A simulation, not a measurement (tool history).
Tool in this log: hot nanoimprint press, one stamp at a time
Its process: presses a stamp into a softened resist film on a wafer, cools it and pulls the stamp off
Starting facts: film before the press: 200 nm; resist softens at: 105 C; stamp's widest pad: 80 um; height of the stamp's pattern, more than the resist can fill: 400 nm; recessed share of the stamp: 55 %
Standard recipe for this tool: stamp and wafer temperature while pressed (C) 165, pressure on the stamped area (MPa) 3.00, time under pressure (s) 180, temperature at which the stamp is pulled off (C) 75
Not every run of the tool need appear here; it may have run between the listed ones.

run	hour	stamp and wafer temperature while pressed (C)	pressure on the stamped area (MPa)	time under pressure (s)	temperature at which the stamp is pulled off (C)	resist left under the stamp's widest pad (angstrom)	greatest force while the stamp is pulled off (N)
1	0.0	165	3.00	180	75	845	180
# hour 46.4: plate thermocouple calibrated
2	67.3	165	3.00	180	75	846	172
# hour 78.1: stamp cleaned and given a new release coat
3	107.4	165	3.00	180	75	848	178
4	162.8	165	3.00	180	75	847	187
5	219.5	165	3.00	180	75	850	174
6	252.0	165	3.00	180	75	850	175
7	291.7	165	3.00	306	75	706	180
8	319.0	165	3.00	180	75	851	177
9	373.2	165	3.00	180	75	853	178
10	430.1	165	3.00	180	75	852	179
11	467.6	165	3.00	180	75	853	183
12	509.0	165	3.00	180	75	854	177
# hour 551.0: plate thermocouple calibrated
13	558.0	165	3.00	146	75	920	179
14	584.9	165	3.00	146	75	920	191
# hour 605.9: stamp cleaned and given a new release coat
15	623.7	165	3.00	146	70	923	200
16	680.2	165	3.00	146	63	920	224
17	709.8	165	3.00	146	63	921	233
18	762.7	165	3.00	146	63	921	231
19	826.9	165	3.00	146	65	922	226
20	870.5	158	2.39	195	75	1260	182
21	933.3	172	2.70	94	75	849	177
22	965.1	172	1.96	126	77	912	163
23	1006.2	172	3.28	121	77	699	173
24	1051.2	172	3.28	121	77	699	174
# hour 1060.4: plate thermocouple calibrated
25	1103.9	172	3.28	121	77	701	177
# hour 1125.4: gauge calibrated
# hour 1135.2: stamp cleaned and given a new release coat
26	1136.7	172	2.42	134	77	779	166
27	1188.4	172	2.42	264	71	609	195
28	1237.5	176	2.09	264	71	560	200
29	1264.4	176	2.09	264	71	560	195

Some steps in resist left under the stamp's widest pad (angstrom) between neighbouring runs. How much of each would the tool show without its hidden state too (settings, what came in, random variation), and how much is left for the hidden state, with any gauge scatter that isn't in both results?
Hidden conditions of the tool in this case: true temperature over the reading, C; pressure that arrives at the usual setting, %; grip of the stamp's worn release coat, % over a new coat's; drift of the gauge itself on residual_nm, %; drift of the gauge itself on pull_off_n, %.
Run 19 -> 20: stamp and wafer temperature while pressed (C) 165 -> 158, pressure on the stamped area (MPa) 3.00 -> 2.39, time under pressure (s) 146 -> 195, temperature at which the stamp is pulled off (C) 65 -> 75. resist left under the stamp's widest pad (angstrom) +338: hidden state +6, all else +332.
Run 20 -> 21: stamp and wafer temperature while pressed (C) 158 -> 172, pressure on the stamped area (MPa) 2.39 -> 2.70, time under pressure (s) 195 -> 94. resist left under the stamp's widest pad (angstrom) -411: hidden state -6, all else -405.
Run 25 -> 26: pressure on the stamped area (MPa) 3.28 -> 2.42, time under pressure (s) 121 -> 134, gauge calibrated, stamp cleaned and given a new release coat. resist left under the stamp's widest pad (angstrom) +78: hidden state -14, all else +92.

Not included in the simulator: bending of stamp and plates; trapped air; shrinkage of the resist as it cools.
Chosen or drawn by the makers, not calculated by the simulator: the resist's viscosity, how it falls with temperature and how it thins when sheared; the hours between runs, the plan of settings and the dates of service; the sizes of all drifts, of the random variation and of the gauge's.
